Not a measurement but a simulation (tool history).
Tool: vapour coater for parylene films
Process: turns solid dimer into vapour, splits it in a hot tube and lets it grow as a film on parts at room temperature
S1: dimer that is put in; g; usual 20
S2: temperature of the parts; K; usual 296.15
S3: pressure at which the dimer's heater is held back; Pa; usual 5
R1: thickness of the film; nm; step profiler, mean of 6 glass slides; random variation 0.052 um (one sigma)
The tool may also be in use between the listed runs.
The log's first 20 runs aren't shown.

{"run": 21, "day": 30.75, "S1": 9, "S2": 303.15, "S3": 5.98, "R1": 1780}
{"run": 22, "day": 32.712, "S1": 22, "S2": 294.15, "S3": 5, "R1": 6800}
{"run": 23, "day": 34.675, "S1": 9, "S2": 288.15, "S3": 5.65, "R1": 3550}
{"run": 24, "day": 35.879, "S1": 9, "S2": 291.15, "S3": 8.04, "R1": 2830}
{"day": 36.996, "done": "trap's valve overhauled"}
{"run": 25, "day": 36.996, "S1": 20, "S2": 306.15, "S3": 2.5, "R1": 4390}
{"run": 26, "day": 38.762, "S1": 12, "S2": 306.15, "S3": 2.5, "R1": 2570}
{"run": 27, "day": 39.608, "S1": 19, "S2": 296.15, "S3": 5, "R1": 5730}
{"run": 28, "day": 41.242, "S1": 12, "S2": 294.15, "S3": 5, "R1": 3980}
{"run": 29, "day": 42.288, "S1": 12, "S2": 294.15, "S3": 5, "R1": 3870}
{"run": 30, "day": 44.179, "S1": 12, "S2": 294.15, "S3": 5, "R1": 3810}
{"run": 31, "day": 45.321, "S1": 20, "S2": 296.15, "S3": 5, "R1": 5720}
{"run": 32, "day": 46.904, "S1": 20, "S2": 296.15, "S3": 5, "R1": 5630}
{"run": 33, "day": 48.725, "S1": 20, "S2": 300.15, "S3": 5, "R1": 4540}
{"day": 49.296, "done": "trap's valve overhauled"}
{"run": 34, "day": 50.792, "S1": 14, "S2": 296.15, "S3": 5, "R1": 4340}
{"run": 35, "day": 51.683, "S1": 17, "S2": 300.15, "S3": 2.45, "R1": 4900}
{"run": 36, "day": 52.958, "S1": 26, "S2": 300.15, "S3": 7.26, "R1": 6130}
{"run": 37, "day": 53.938, "S1": 11, "S2": 300.15, "S3": 11.24, "R1": 2340}
{"run": 38, "day": 55.046, "S1": 11, "S2": 300.15, "S3": 11.24, "R1": 2230}

Forecast run 39:
{"day": 55.962, "done": "table's thermometer calibrated"}
{"run": 39, "day": 56.75, "S1": 11, "S2": 300.15, "S3": 11.24, "R1": "?"}

R1: 2150 nm
Without the tool's hidden state the same run would have given R1 2330 nm.
